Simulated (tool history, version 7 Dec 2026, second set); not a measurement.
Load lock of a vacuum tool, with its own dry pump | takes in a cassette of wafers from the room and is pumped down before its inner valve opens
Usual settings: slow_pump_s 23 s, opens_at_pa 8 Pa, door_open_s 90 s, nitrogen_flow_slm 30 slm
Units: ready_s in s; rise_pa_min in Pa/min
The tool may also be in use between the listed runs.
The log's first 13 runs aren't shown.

run	hour	slow_pump_s	opens_at_pa	door_open_s	nitrogen_flow_slm	incoming humidity of the room's air, %	ready_s	rise_pa_min
14	1770.5	23	8	90	30	46.7	55.6	0.258
15	1881	23	6	90	30	48	56.9	0.263
16	1979.4	23	6	90	30	44.8	57.1	0.258
17	2142.3	23	6	90	30	45.2	57.2	0.264
18	2240.5	23	6	90	30	42.1	56.9	0.26
19	2401.2	23	8	90	30	45.3	55.3	0.269
20	2566.8	24	11	90	30	41.9	54.9	0.272
21	2694.7	24	11	42	30	42.5	55.2	0.269
22	2789.3	22	7	190	18	43.4	56.2	0.321
23	2964.1	14	7	190	18	44.4	50.3	0.338
24	3070.6	18	12	90	7	44.4	50.4	0.324
25	3192.7	23	12	58	30	46	53.9	0.294
26	3371.6	13	12	58	30	46.9	47.8	0.309
27	3474.6	22	8	87	18	47.8	55.1	0.332
28	3583.9	22	8	216	18	43.4	55.4	0.361
29	3755	16	8	89	18	49.1	51.3	0.354
30	3927.9	33	6	90	11	44.9	64.1	0.355
31	4005.4	22	12	111	20	48.3	53.2	0.351
32	4148.5	17	7	30	4	43.4	52.8	0.341
33	4321.6	23	8	90	12	44.8	56	0.364
34	4457.7	23	8	33	12	45.8	56.4	0.354
35	4592.2	23	8	33	12	43.2	56.8	0.349
36	4725.9	23	12	40	12	47.3	54.9	0.356
37	4838.9	23	13	40	12	47.3	53.9	0.378
38	5002.4	23	13	40	12	44.7	54.3	0.369

Forecast each of these 3 alternatives for the next run:
A	5133.7	23	7	42	30	43.6	?	?
B	5133.7	23	14	40	12	43.5	?	?
C	5133.7	26	13	38	4	45	?	?

run	ready_s	rise_pa_min
A	57.2	0.361
B	53.8	0.374
C	56.3	0.386
Without the tool's hidden state the same runs would have given:
run	ready_s	rise_pa_min
A	52.6	0.039
B	49.7	0.054
C	52.2	0.063
